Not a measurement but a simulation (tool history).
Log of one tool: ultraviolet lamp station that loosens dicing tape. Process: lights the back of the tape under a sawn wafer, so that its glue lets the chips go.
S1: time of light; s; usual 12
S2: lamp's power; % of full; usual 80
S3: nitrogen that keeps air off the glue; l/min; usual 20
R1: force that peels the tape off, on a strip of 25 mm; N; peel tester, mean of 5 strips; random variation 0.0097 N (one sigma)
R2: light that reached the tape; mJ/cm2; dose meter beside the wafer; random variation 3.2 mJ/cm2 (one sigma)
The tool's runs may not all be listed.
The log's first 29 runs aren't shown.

{"run": 30, "hour": 1466.5, "S1": 16, "S2": 80, "S3": 10, "R1": 0.63, "R2": 503}
{"run": 31, "hour": 1518.6, "S1": 12, "S2": 70, "S3": 20, "R1": 0.785, "R2": 324}
{"run": 32, "hour": 1587.8, "S1": 12, "S2": 70, "S3": 20, "R1": 0.797, "R2": 318}
{"run": 33, "hour": 1633.5, "S1": 18, "S2": 64, "S3": 22, "R1": 0.508, "R2": 425}
{"hour": 1673.1, "done": "window cleaned of glue's vapour"}
{"run": 34, "hour": 1690.7, "S1": 13, "S2": 86, "S3": 29, "R1": 0.374, "R2": 464}
{"run": 35, "hour": 1723.2, "S1": 12, "S2": 75, "S3": 8, "R1": 1.042, "R2": 373}
{"run": 36, "hour": 1793.9, "S1": 12, "S2": 80, "S3": 18, "R1": 0.655, "R2": 387}
{"run": 37, "hour": 1826.0, "S1": 14, "S2": 76, "S3": 8, "R1": 0.877, "R2": 420}
{"run": 38, "hour": 1886.3, "S1": 12, "S2": 80, "S3": 10, "R1": 0.926, "R2": 369}
{"run": 39, "hour": 1954.3, "S1": 12, "S2": 80, "S3": 10, "R1": 0.971, "R2": 363}
{"hour": 2010.9, "done": "lamp changed"}
{"run": 40, "hour": 2029.8, "S1": 12, "S2": 80, "S3": 10, "R1": 0.765, "R2": 441}
{"run": 41, "hour": 2103.0, "S1": 12, "S2": 80, "S3": 8, "R1": 0.897, "R2": 428}
{"run": 42, "hour": 2171.3, "S1": 12, "S2": 80, "S3": 8, "R1": 0.866, "R2": 411}
{"hour": 2197.7, "done": "window cleaned of glue's vapour"}
{"run": 43, "hour": 2241.3, "S1": 12, "S2": 80, "S3": 8, "R1": 0.752, "R2": 474}

3 ways to go on from here, each from the tool as it stands after run 43. What would each give?
{"run": "A", "hour": 2280.1, "S1": 12, "S2": 76, "S3": 14, "R1": "?", "R2": "?"}
{"run": "B", "hour": 2280.1, "S1": 7, "S2": 80, "S3": 29, "R1": "?", "R2": "?"}
{"run": "C", "hour": 2280.1, "S1": 12, "S2": 80, "S3": 7, "R1": "?", "R2": "?"}

run=A R1=0.585 R2=446
run=B R1=0.813 R2=271
run=C R1=0.849 R2=472
Without the tool's hidden state the same runs would have given:
run=A R1=0.539 R2=471
run=B R1=0.755 R2=287
run=C R1=0.789 R2=499

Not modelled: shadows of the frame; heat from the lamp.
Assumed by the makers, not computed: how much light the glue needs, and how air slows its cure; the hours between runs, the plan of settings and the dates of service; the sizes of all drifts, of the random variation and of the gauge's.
